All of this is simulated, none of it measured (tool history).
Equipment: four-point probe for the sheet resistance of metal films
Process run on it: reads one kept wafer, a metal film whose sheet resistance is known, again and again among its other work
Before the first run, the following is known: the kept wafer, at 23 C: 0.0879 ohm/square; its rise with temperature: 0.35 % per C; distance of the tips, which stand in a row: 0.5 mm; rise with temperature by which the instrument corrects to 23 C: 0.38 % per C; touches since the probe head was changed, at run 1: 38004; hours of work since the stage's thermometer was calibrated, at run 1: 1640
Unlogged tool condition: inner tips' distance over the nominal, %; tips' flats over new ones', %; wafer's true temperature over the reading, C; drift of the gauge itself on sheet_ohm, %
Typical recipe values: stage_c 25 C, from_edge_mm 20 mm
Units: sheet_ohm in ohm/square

| run | day | stage_c | from_edge_mm | touches since the probe head was changed | hours of work since the stage's thermometer was calibrated | sheet_ohm |
|---|---|---|---|---|---|---|
| 1 | 0 | 25 | 20 | 38004 | 1640 | 0.088309 |
| 2 | 2.004 | 25 | 20 | 39362 | 1673 | 0.088343 |
| 3 | 4.704 | 25 | 20 | 41196 | 1717 | 0.088329 |
| 4 | 7.638 | 25 | 20 | 43184 | 1765 | 0.08836 |
|  | 10.788 | stage's thermometer calibrated |
| 5 | 12.133 | 25 | 20 | 46222 | 22 | 0.088193 |
| 6 | 15.742 | 25 | 20 | 48670 | 81 | 0.088225 |
| 7 | 20.304 | 25 | 20 | 51764 | 155 | 0.088224 |

Expected results for the next run?
| 8 | 24.85 | 21 | 20 | 54849 | 229 | ? |

Run 8 produced sheet_ohm 0.088344 ohm/square.
Were there no unlogged condition in the tool, this run, its random variation unchanged, would have produced sheet_ohm 0.087978 ohm/square.

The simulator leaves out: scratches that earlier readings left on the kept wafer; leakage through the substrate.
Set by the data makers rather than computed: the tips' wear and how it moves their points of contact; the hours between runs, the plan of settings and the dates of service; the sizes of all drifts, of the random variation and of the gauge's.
